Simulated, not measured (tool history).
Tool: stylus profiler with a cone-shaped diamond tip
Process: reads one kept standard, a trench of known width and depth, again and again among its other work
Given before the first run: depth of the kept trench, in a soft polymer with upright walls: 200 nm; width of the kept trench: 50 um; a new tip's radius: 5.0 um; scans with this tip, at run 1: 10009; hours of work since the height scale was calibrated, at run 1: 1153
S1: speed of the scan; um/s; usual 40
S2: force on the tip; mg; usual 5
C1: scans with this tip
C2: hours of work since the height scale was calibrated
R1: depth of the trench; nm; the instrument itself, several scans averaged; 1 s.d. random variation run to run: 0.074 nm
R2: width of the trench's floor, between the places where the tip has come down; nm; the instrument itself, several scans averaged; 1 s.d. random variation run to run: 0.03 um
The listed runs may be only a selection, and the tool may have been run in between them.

{"run": 1, "hour": 0.0, "S1": 40, "S2": 5, "C1": 10009, "C2": 1153, "R1": 202.56, "R2": 46210}
{"run": 2, "hour": 47.8, "S1": 40, "S2": 5, "C1": 10233, "C2": 1179, "R1": 202.53, "R2": 46160}
{"run": 3, "hour": 108.2, "S1": 40, "S2": 5, "C1": 10518, "C2": 1212, "R1": 202.53, "R2": 46160}
{"run": 4, "hour": 133.1, "S1": 40, "S2": 5, "C1": 10635, "C2": 1225, "R1": 202.36, "R2": 46150}
{"run": 5, "hour": 183.5, "S1": 40, "S2": 5, "C1": 10872, "C2": 1252, "R1": 202.49, "R2": 46140}
{"run": 6, "hour": 232.0, "S1": 40, "S2": 5, "C1": 11100, "C2": 1279, "R1": 202.37, "R2": 46130}
{"run": 7, "hour": 274.4, "S1": 40, "S2": 5, "C1": 11300, "C2": 1302, "R1": 202.41, "R2": 46150}
{"run": 8, "hour": 330.4, "S1": 40, "S2": 5, "C1": 11564, "C2": 1332, "R1": 202.36, "R2": 46090}
{"run": 9, "hour": 391.3, "S1": 40, "S2": 5, "C1": 11851, "C2": 1365, "R1": 202.28, "R2": 46080}
{"run": 10, "hour": 435.4, "S1": 40, "S2": 3.83, "C1": 12058, "C2": 1389, "R1": 201.86, "R2": 46040}
{"run": 11, "hour": 461.3, "S1": 40, "S2": 3.83, "C1": 12180, "C2": 1403, "R1": 202.01, "R2": 45930}
{"run": 12, "hour": 486.9, "S1": 40, "S2": 5, "C1": 12301, "C2": 1417, "R1": 202.31, "R2": 46040}
{"run": 13, "hour": 545.2, "S1": 40, "S2": 5, "C1": 12575, "C2": 1449, "R1": 202.3, "R2": 46020}
{"run": 14, "hour": 587.3, "S1": 40, "S2": 5, "C1": 12773, "C2": 1471, "R1": 202.47, "R2": 45980}
{"run": 15, "hour": 614.5, "S1": 65, "S2": 7.47, "C1": 12901, "C2": 1486, "R1": 203.19, "R2": 45990}

What will run 16 give?
{"run": 16, "hour": 652.7, "S1": 65, "S2": 7.47, "C1": 13081, "C2": 1507, "R1": "?", "R2": "?"}

R1: 203.2 nm
R2: 45930 nm
Were there no unlogged condition in the tool, this run, its random variation unchanged, would have produced R1 203.65 nm, R2 46960 nm.
